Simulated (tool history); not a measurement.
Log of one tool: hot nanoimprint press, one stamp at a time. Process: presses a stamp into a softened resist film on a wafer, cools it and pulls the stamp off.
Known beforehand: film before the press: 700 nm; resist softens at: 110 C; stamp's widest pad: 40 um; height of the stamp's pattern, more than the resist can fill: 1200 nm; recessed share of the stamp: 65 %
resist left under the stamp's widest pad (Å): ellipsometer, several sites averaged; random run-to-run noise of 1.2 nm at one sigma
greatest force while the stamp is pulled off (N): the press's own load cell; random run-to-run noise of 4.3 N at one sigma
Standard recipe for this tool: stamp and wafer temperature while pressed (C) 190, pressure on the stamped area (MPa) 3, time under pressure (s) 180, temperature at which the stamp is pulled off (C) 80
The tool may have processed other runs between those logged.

| run | hour | stamp and wafer temperature while pressed (C) | pressure on the stamped area (MPa) | time under pressure (s) | temperature at which the stamp is pulled off (C) | resist left under the stamp's widest pad (Å) | greatest force while the stamp is pulled off (N) |
|---|---|---|---|---|---|---|---|
| 1 | 0 | 190 | 3 | 180 | 80 | 3946 | 249 |
| 2 | 36.9 | 190 | 3 | 180 | 87 | 3962 | 239 |
| 3 | 75.3 | 190 | 3 | 283 | 80 | 3456 | 266 |
| 4 | 117.5 | 190 | 3 | 251 | 80 | 3602 | 277 |
|  | 145.7 | press's hydraulic seals changed and the load cell set to zero |
| 5 | 168.5 | 190 | 3 | 180 | 83 | 3969 | 265 |
| 6 | 215.5 | 190 | 4.18 | 180 | 80 | 3387 | 303 |
|  | 231.8 | stamp cleaned and given a new release coat |
| 7 | 249 | 190 | 4.18 | 180 | 80 | 3407 | 240 |
| 8 | 282.7 | 190 | 4.18 | 180 | 80 | 3412 | 248 |
| 9 | 330.4 | 190 | 4.18 | 180 | 80 | 3413 | 270 |
| 10 | 369.3 | 190 | 4.18 | 180 | 80 | 3436 | 271 |
| 11 | 389.5 | 195 | 3 | 180 | 80 | 3436 | 275 |
| 12 | 410.1 | 194 | 3 | 180 | 80 | 3550 | 272 |
|  | 416.4 | plate thermocouple calibrated |
| 13 | 438.6 | 194 | 3 | 180 | 80 | 3589 | 299 |
| 14 | 466.9 | 190 | 3 | 180 | 80 | 4100 | 298 |

The next listed run, before its measurement:
| 15 | 496.2 | 190 | 3 | 180 | 88 | ? | ? |

{"run 15": {"resist left under the stamp's widest pad (Å)": 4129, "greatest force while the stamp is pulled off (N)": 276}}
The same run, on a tool lacking any hidden state, would have yielded resist left under the stamp's widest pad (Å) 3935, greatest force while the stamp is pulled off (N) 214.

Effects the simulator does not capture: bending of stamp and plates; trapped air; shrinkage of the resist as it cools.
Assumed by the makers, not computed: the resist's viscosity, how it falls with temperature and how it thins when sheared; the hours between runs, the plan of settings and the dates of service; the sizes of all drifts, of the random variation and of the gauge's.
